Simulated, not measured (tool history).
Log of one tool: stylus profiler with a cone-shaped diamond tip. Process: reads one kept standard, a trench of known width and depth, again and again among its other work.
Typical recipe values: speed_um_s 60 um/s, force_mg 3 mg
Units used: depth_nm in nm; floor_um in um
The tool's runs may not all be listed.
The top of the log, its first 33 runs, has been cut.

| run | hour | speed_um_s | force_mg | scans with this tip | hours of work since the height scale was calibrated | depth_nm | floor_um |
|---|---|---|---|---|---|---|---|
| 34 | 571.8 | 70 | 4.74 | 7334 | 912 | 1025.99 | 15.62 |
| 35 | 593.1 | 25 | 1.67 | 7441 | 925 | 1014.31 | 15.68 |
| 36 | 614.1 | 25 | 1.67 | 7546 | 938 | 1014.59 | 15.66 |
| 37 | 628.6 | 73 | 1.35 | 7618 | 947 | 1012.91 | 15.4 |
| 38 | 645.6 | 73 | 3.74 | 7702 | 958 | 1022.59 | 15.6 |
| 39 | 667.4 | 173 | 1.32 | 7811 | 971 | 1013.06 | 15.04 |
| 40 | 690.8 | 173 | 8.3 | 7928 | 986 | 1036.46 | 15.43 |
| 41 | 709.2 | 23 | 4.14 | 8020 | 997 | 1024 | 15.69 |
| 42 | 726.2 | 56 | 4.14 | 8105 | 1008 | 1024.26 | 15.67 |
| 43 | 744.5 | 60 | 1.12 | 8196 | 1019 | 1012.01 | 15.44 |
| 44 | 760.8 | 60 | 1.12 | 8277 | 1029 | 1011.54 | 15.38 |
| 45 | 772.1 | 60 | 1.12 | 8333 | 1036 | 1012.08 | 15.41 |
| 46 | 791.8 | 20 | 1.48 | 8432 | 1048 | 1013.59 | 15.61 |
| 47 | 805.3 | 28 | 1.04 | 8499 | 1057 | 1011.42 | 15.51 |

Below are 3 alternative next runs, each starting from the tool's condition after run 47. Predict each:
| A | 824.4 | 28 | 1.21 | 8595 | 1069 | ? | ? |
| B | 824.4 | 27 | 5.54 | 8595 | 1069 | ? | ? |
| C | 824.4 | 19 | 2.08 | 8595 | 1069 | ? | ? |

| run | depth_nm | floor_um |
|---|---|---|
| A | 1012.48 | 15.57 |
| B | 1029.23 | 15.66 |
| C | 1016.31 | 15.63 |
With the hidden condition removed and each run's random variation left untouched, the same runs would have given:
| run | depth_nm | floor_um |
|---|---|---|
| A | 1009.2 | 16.43 |
| B | 1025.9 | 16.52 |
| C | 1013.01 | 16.49 |
